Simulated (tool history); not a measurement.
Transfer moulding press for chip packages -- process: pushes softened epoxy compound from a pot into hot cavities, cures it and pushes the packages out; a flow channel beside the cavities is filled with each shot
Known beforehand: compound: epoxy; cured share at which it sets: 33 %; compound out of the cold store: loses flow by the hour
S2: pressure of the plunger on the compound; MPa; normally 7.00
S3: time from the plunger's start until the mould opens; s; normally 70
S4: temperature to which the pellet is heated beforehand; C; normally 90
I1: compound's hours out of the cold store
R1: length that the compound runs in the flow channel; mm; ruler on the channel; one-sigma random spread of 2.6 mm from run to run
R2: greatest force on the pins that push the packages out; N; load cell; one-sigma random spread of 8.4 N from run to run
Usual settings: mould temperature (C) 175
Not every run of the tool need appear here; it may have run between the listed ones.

{"run": 1, "hour": 0.0, "mould temperature (C)": 175, "S2": 7.0, "S3": 70, "S4": 90, "I1": 9.1, "R1": 1035, "R2": 549}
{"run": 2, "hour": 51.8, "mould temperature (C)": 170, "S2": 7.0, "S3": 70, "S4": 90, "I1": 17.1, "R1": 1009, "R2": 867}
{"hour": 58.9, "done": "cavities cleaned with cleaning compound and waxed"}
{"run": 3, "hour": 106.7, "mould temperature (C)": 170, "S2": 7.0, "S3": 70, "S4": 90, "I1": 37.4, "R1": 920, "R2": 821}
{"hour": 128.7, "done": "cavities cleaned with cleaning compound and waxed"}
{"run": 4, "hour": 143.2, "mould temperature (C)": 170, "S2": 7.0, "S3": 70, "S4": 90, "I1": 17.2, "R1": 993, "R2": 743}
{"run": 5, "hour": 170.0, "mould temperature (C)": 170, "S2": 7.0, "S3": 70, "S4": 90, "I1": 13.5, "R1": 1006, "R2": 859}
{"hour": 196.5, "done": "cavities cleaned with cleaning compound and waxed"}
{"run": 6, "hour": 212.1, "mould temperature (C)": 170, "S2": 7.0, "S3": 70, "S4": 90, "I1": 16.7, "R1": 988, "R2": 739}
{"run": 7, "hour": 236.3, "mould temperature (C)": 170, "S2": 7.0, "S3": 70, "S4": 90, "I1": 17.0, "R1": 981, "R2": 832}
{"hour": 242.1, "done": "mould's thermocouples calibrated"}
{"hour": 266.7, "done": "cavities cleaned with cleaning compound and waxed"}
{"run": 8, "hour": 268.9, "mould temperature (C)": 170, "S2": 7.0, "S3": 70, "S4": 90, "I1": 8.3, "R1": 1020, "R2": 736}
{"run": 9, "hour": 314.0, "mould temperature (C)": 170, "S2": 7.0, "S3": 70, "S4": 90, "I1": 30.6, "R1": 920, "R2": 849}
{"hour": 320.3, "done": "plunger's sealing rings changed"}
{"hour": 339.0, "done": "cavities cleaned with cleaning compound and waxed"}
{"run": 10, "hour": 363.1, "mould temperature (C)": 170, "S2": 7.0, "S3": 70, "S4": 90, "I1": 44.4, "R1": 914, "R2": 717}
{"hour": 408.8, "done": "cavities cleaned with cleaning compound and waxed"}
{"run": 11, "hour": 413.2, "mould temperature (C)": 175, "S2": 7.0, "S3": 70, "S4": 90, "I1": 36.4, "R1": 923, "R2": 512}
{"run": 12, "hour": 458.8, "mould temperature (C)": 176, "S2": 5.57, "S3": 70, "S4": 85, "I1": 12.2, "R1": 901, "R2": 613}
{"hour": 480.6, "done": "cavities cleaned with cleaning compound and waxed"}
{"run": 13, "hour": 510.9, "mould temperature (C)": 174, "S2": 7.0, "S3": 61, "S4": 98, "I1": 41.4, "R1": 890, "R2": 763}
{"run": 14, "hour": 542.7, "mould temperature (C)": 175, "S2": 5.21, "S3": 57, "S4": 98, "I1": 19.1, "R1": 840, "R2": 1015}
{"hour": 552.2, "done": "cavities cleaned with cleaning compound and waxed"}
{"run": 15, "hour": 587.7, "mould temperature (C)": 182, "S2": 5.73, "S3": 61, "S4": 98, "I1": 19.3, "R1": 851, "R2": 557}
{"hour": 623.0, "done": "cavities cleaned with cleaning compound and waxed"}
{"run": 16, "hour": 632.8, "mould temperature (C)": 176, "S2": 7.0, "S3": 70, "S4": 99, "I1": 19.9, "R1": 955, "R2": 494}
{"run": 17, "hour": 682.6, "mould temperature (C)": 175, "S2": 6.36, "S3": 96, "S4": 87, "I1": 18.2, "R1": 914, "R2": 511}
{"hour": 691.5, "done": "cavities cleaned with cleaning compound and waxed"}
{"run": 18, "hour": 726.0, "mould temperature (C)": 181, "S2": 7.0, "S3": 103, "S4": 90, "I1": 9.9, "R1": 968, "R2": 443}

Consider 4 possible next runs. They are alternatives, not a sequence: every one starts from the tool as it was left by run 18. What does each give?
{"hour": 734.7, "done": "plunger's sealing rings changed"}
{"hour": 763.6, "done": "cavities cleaned with cleaning compound and waxed"}
{"run": "A", "hour": 764.5, "mould temperature (C)": 169, "S2": 7.0, "S3": 103, "S4": 90, "I1": 15.2, "R1": "?", "R2": "?"}
{"hour": 734.7, "done": "plunger's sealing rings changed"}
{"hour": 763.6, "done": "cavities cleaned with cleaning compound and waxed"}
{"run": "B", "hour": 764.5, "mould temperature (C)": 181, "S2": 7.0, "S3": 102, "S4": 90, "I1": 31.1, "R1": "?", "R2": "?"}
{"hour": 734.7, "done": "plunger's sealing rings changed"}
{"hour": 763.6, "done": "cavities cleaned with cleaning compound and waxed"}
{"run": "C", "hour": 764.5, "mould temperature (C)": 181, "S2": 7.0, "S3": 105, "S4": 90, "I1": 22.1, "R1": "?", "R2": "?"}
{"hour": 734.7, "done": "plunger's sealing rings changed"}
{"hour": 763.6, "done": "cavities cleaned with cleaning compound and waxed"}
{"run": "D", "hour": 764.5, "mould temperature (C)": 175, "S2": 7.0, "S3": 70, "S4": 95, "I1": 43.8, "R1": "?", "R2": "?"}

run=A R1=1038 R2=392
run=B R1=932 R2=373
run=C R1=971 R2=371
run=D R1=900 R2=481
With no hidden state in the tool, these same runs would have given:
run=A R1=1043 R2=386
run=B R1=936 R2=366
run=C R1=975 R2=364
run=D R1=904 R2=478
